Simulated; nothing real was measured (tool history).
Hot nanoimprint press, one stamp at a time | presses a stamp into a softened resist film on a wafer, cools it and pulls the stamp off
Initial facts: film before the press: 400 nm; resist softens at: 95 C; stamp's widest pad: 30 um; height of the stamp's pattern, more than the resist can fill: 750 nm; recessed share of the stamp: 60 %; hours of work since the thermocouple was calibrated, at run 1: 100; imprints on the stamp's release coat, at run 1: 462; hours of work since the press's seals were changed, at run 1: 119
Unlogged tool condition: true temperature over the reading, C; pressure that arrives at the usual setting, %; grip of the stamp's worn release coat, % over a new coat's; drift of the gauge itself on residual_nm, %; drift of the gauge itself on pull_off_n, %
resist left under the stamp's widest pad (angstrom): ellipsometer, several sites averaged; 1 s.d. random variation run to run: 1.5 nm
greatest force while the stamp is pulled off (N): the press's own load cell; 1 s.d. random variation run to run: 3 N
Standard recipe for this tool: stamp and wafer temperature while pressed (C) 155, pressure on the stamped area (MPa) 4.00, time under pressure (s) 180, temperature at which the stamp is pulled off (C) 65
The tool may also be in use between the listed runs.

| run | hour | stamp and wafer temperature while pressed (C) | pressure on the stamped area (MPa) | time under pressure (s) | temperature at which the stamp is pulled off (C) | hours of work since the thermocouple was calibrated | imprints on the stamp's release coat | hours of work since the press's seals were changed | resist left under the stamp's widest pad (angstrom) | greatest force while the stamp is pulled off (N) |
|---|---|---|---|---|---|---|---|---|---|---|
| 1 | 0.0 | 155 | 4.00 | 180 | 65 | 100 | 462 | 119 | 2437 | 145 |
| 2 | 26.1 | 155 | 4.00 | 180 | 55 | 118 | 531 | 137 | 2451 | 189 |
| 3 | 58.1 | 155 | 4.61 | 180 | 65 | 140 | 615 | 159 | 2279 | 155 |
| 4 | 88.5 | 155 | 4.61 | 180 | 65 | 161 | 695 | 180 | 2284 | 159 |
| 5 | 116.7 | 155 | 4.61 | 180 | 65 | 180 | 770 | 199 | 2311 | 157 |
| 6 | 139.8 | 155 | 4.61 | 180 | 65 | 196 | 830 | 214 | 2333 | 156 |
| 7 | 154.4 | 155 | 4.61 | 180 | 65 | 205 | 869 | 224 | 2325 | 163 |
| 8 | 182.5 | 155 | 4.61 | 180 | 65 | 225 | 943 | 243 | 2310 | 163 |
| 9 | 209.7 | 155 | 4.61 | 180 | 65 | 243 | 1015 | 262 | 2352 | 164 |
| 10 | 241.1 | 155 | 4.61 | 180 | 65 | 264 | 1097 | 283 | 2361 | 167 |
| 11 | 271.3 | 150 | 3.14 | 97 | 65 | 285 | 1177 | 304 | 3527 | 174 |
| 12 | 295.3 | 162 | 3.14 | 97 | 65 | 301 | 1240 | 320 | 2601 | 171 |
| 13 | 324.0 | 155 | 3.71 | 180 | 65 | 321 | 1316 | 340 | 2644 | 172 |
| 14 | 341.8 | 159 | 4.00 | 328 | 65 | 333 | 1363 | 352 | 1839 | 179 |
| 15 | 364.6 | 159 | 4.00 | 328 | 65 | 349 | 1423 | 367 | 1850 | 171 |
| 16 | 383.1 | 146 | 2.91 | 282 | 71 | 361 | 1472 | 380 | 3402 | 149 |
| 17 | 414.9 | 147 | 3.38 | 180 | 65 | 383 | 1556 | 402 | 3444 | 186 |
|  | 439.5 | plate thermocouple calibrated |
| 18 | 447.5 | 147 | 3.38 | 180 | 65 | 5 | 1634 | 422 | 3303 | 168 |
| 19 | 464.4 | 156 | 3.13 | 275 | 60 | 17 | 1678 | 433 | 2353 | 187 |

For some of the steps in resist left under the stamp's widest pad (angstrom) from one run to the next: how much would appear even if the tool had no hidden state, given the settings, what came in and random variation, and how much remains for the hidden state plus any gauge scatter that the measured result and the result without hidden state don't share?
Run 15 -> 16: stamp and wafer temperature while pressed (C) 159 -> 146, pressure on the stamped area (MPa) 4.00 -> 2.91, time under pressure (s) 328 -> 282, temperature at which the stamp is pulled off (C) 65 -> 71. resist left under the stamp's widest pad (angstrom) +1552: hidden state -8, all else +1560.
Run 17 -> 18: plate thermocouple calibrated. resist left under the stamp's widest pad (angstrom) -141: hidden state -128, all else -13.
